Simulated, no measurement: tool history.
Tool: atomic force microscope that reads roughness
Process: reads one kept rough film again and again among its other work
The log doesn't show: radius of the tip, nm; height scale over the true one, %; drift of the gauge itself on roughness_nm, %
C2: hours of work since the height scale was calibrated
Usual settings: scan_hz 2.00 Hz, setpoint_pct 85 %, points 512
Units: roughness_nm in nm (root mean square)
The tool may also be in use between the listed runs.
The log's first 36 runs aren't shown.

Run 37, hour 901.6: usual settings but scan_hz 2.09 Hz, setpoint_pct 84 %, points 299; pictures with this tip 93; C2 545. Result: roughness_nm 1.151 nm (root mean square).
Run 38, hour 930.2: usual settings but scan_hz 0.96 Hz, setpoint_pct 84 %, points 959; pictures with this tip 117; C2 558. Result: roughness_nm 1.222 nm (root mean square).
Run 39, hour 963.7: usual settings but scan_hz 0.96 Hz, setpoint_pct 84 %, points 959; pictures with this tip 145; C2 573. Result: roughness_nm 1.168 nm (root mean square).
At hour 984.5: new tip fitted.
Run 40, hour 994.5: usual settings but scan_hz 0.64 Hz, setpoint_pct 84 %, points 356; pictures with this tip 8; C2 587. Result: roughness_nm 1.450 nm (root mean square).
Run 41, hour 1009.8: usual settings but points 345; pictures with this tip 21; C2 594. Result: roughness_nm 1.296 nm (root mean square).
Run 42, hour 1044.5: usual settings but setpoint_pct 59 %, points 483; pictures with this tip 50; C2 609. Result: roughness_nm 1.364 nm (root mean square).
Run 43, hour 1075.0: usual settings but setpoint_pct 59 %, points 483; pictures with this tip 76; C2 623. Result: roughness_nm 1.320 nm (root mean square).
Run 44, hour 1092.8: usual settings but setpoint_pct 59 %, points 483; pictures with this tip 90; C2 631. Result: roughness_nm 1.292 nm (root mean square).
Run 45, hour 1114.1: usual settings but scan_hz 2.07 Hz, setpoint_pct 60 %, points 896; pictures with this tip 108; C2 640. Result: roughness_nm 1.268 nm (root mean square).
Run 46, hour 1134.6: usual settings but scan_hz 3.45 Hz, setpoint_pct 77 %, points 528; pictures with this tip 125; C2 649. Result: roughness_nm 1.099 nm (root mean square).
Run 47, hour 1164.8: usual settings but scan_hz 1.10 Hz, setpoint_pct 63 %, points 446; pictures with this tip 151; C2 663. Result: roughness_nm 1.205 nm (root mean square).
At hour 1177.4: new tip fitted.
Run 48, hour 1197.6: usual settings but scan_hz 0.61 Hz, setpoint_pct 63 %, points 446; pictures with this tip 17; C2 678. Result: roughness_nm 1.466 nm (root mean square).
Run 49, hour 1230.7: usual settings but scan_hz 0.92 Hz, setpoint_pct 82 %, points 705; pictures with this tip 44; C2 692. Result: roughness_nm 1.355 nm (root mean square).
Run 50, hour 1258.0: usual settings but scan_hz 3.84 Hz, setpoint_pct 58 %, points 945; pictures with this tip 67; C2 705. Result: roughness_nm 1.316 nm (root mean square).
Run 51, hour 1277.2: usual settings but scan_hz 0.98 Hz, points 552; pictures with this tip 83; C2 713. Result: roughness_nm 1.250 nm (root mean square).
Run 52, hour 1302.1: usual settings but scan_hz 1.31 Hz, setpoint_pct 82 %, points 411; pictures with this tip 104; C2 724. Result: roughness_nm 1.193 nm (root mean square).

Forecast each of these 3 alternatives for the next run:
Run A, hour 1337.2: usual settings but points 832; pictures with this tip 133; C2 740. Result: roughness_nm ?.
Run B, hour 1337.2: usual settings but scan_hz 0.77 Hz, setpoint_pct 60 %, points 411; pictures with this tip 133; C2 740. Result: roughness_nm ?.
Run C, hour 1337.2: usual settings but scan_hz 1.86 Hz, points 558; pictures with this tip 133; C2 740. Result: roughness_nm ?.

run  roughness_nm
  A         1.101
  B         1.207
  C         1.097
Without the tool's hidden state the same runs would have given:
run  roughness_nm
  A         1.361
  B         1.495
  C         1.359
